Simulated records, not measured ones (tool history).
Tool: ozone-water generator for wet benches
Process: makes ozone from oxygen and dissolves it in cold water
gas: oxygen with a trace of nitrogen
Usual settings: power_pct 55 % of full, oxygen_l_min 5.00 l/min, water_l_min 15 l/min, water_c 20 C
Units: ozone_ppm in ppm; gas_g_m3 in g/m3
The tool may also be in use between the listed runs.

Run 1, hour 0.0: usual settings. Result: ozone_ppm 14.4 ppm, gas_g_m3 144.1 g/m3.
Run 2, hour 69.5: usual settings. Result: ozone_ppm 14.3 ppm, gas_g_m3 142.5 g/m3.
Run 3, hour 122.8: usual settings but oxygen_l_min 6.21 l/min. Result: ozone_ppm 13.9 ppm, gas_g_m3 125.9 g/m3.
Run 4, hour 158.7: usual settings. Result: ozone_ppm 14.0 ppm, gas_g_m3 144.6 g/m3.
Run 5, hour 200.9: usual settings. Result: ozone_ppm 14.4 ppm, gas_g_m3 143.7 g/m3.
Run 6, hour 280.0: usual settings. Result: ozone_ppm 14.3 ppm, gas_g_m3 143.1 g/m3.
At hour 286.3: water thermometer calibrated.
Run 7, hour 343.4: usual settings. Result: ozone_ppm 14.2 ppm, gas_g_m3 144.8 g/m3.
Run 8, hour 398.0: usual settings. Result: ozone_ppm 14.3 ppm, gas_g_m3 142.4 g/m3.
At hour 408.7: contactor cleaned.
Run 9, hour 437.6: usual settings but power_pct 85 % of full, water_c 16 C. Result: ozone_ppm 22.2 ppm, gas_g_m3 196.7 g/m3.
At hour 450.9: water thermometer calibrated, once more.
Run 10, hour 514.0: usual settings but power_pct 85 % of full, water_c 13 C. Result: ozone_ppm 23.3 ppm, gas_g_m3 197.3 g/m3.
Run 11, hour 585.7: usual settings but power_pct 78 % of full, oxygen_l_min 4.69 l/min, water_c 27 C. Result: ozone_ppm 17.6 ppm, gas_g_m3 192.8 g/m3.
Run 12, hour 623.9: usual settings but power_pct 61 % of full, oxygen_l_min 3.18 l/min, water_l_min 16 l/min, water_c 13 C. Result: ozone_ppm 17.5 ppm, gas_g_m3 204.2 g/m3.
Run 13, hour 700.7: usual settings but power_pct 61 % of full, oxygen_l_min 3.18 l/min, water_l_min 16 l/min, water_c 13 C. Result: ozone_ppm 17.5 ppm, gas_g_m3 202.3 g/m3.
Run 14, hour 763.7: usual settings but water_l_min 11 l/min, water_c 14 C. Result: ozone_ppm 20.7 ppm, gas_g_m3 142.7 g/m3.
Run 15, hour 842.5: usual settings but power_pct 84 % of full, oxygen_l_min 3.35 l/min. Result: ozone_ppm 21.3 ppm, gas_g_m3 248.1 g/m3.
Run 16, hour 912.2: usual settings but power_pct 87 % of full, oxygen_l_min 4.48 l/min, water_c 27 C. Result: ozone_ppm 19.2 ppm, gas_g_m3 212.7 g/m3.

5 ways to go on from here, each from the tool as it stands after run 16. What would each give?
Run A, hour 974.0: usual settings but water_l_min 14 l/min, water_c 26 C. Result: ozone_ppm ?, gas_g_m3 ?.
Run B, hour 974.0: usual settings but power_pct 80 % of full, oxygen_l_min 4.48 l/min, water_l_min 13 l/min, water_c 27 C. Result: ozone_ppm ?, gas_g_m3 ?.
Run C, hour 974.0: usual settings but power_pct 87 % of full, oxygen_l_min 3.33 l/min, water_l_min 14 l/min, water_c 23 C. Result: ozone_ppm ?, gas_g_m3 ?.
Run D, hour 974.0: usual settings but power_pct 50 % of full, oxygen_l_min 4.48 l/min, water_c 27 C. Result: ozone_ppm ?, gas_g_m3 ?.
Run E, hour 974.0: usual settings but water_l_min 20 l/min, water_c 15 C. Result: ozone_ppm ?, gas_g_m3 ?.

run  ozone_ppm  gas_g_m3
  A       13.9     140.5
  B       19.6     200.1
  C       22.2     255.6
  D       12.5     142.9
  E       13.0     141.2
Without the tool's hidden state the same runs would have given:
run  ozone_ppm  gas_g_m3
  A       14.8     148.5
  B       21.3     215.5
  C       24.2     276.4
  D       13.3     150.3
  E       13.8     149.1
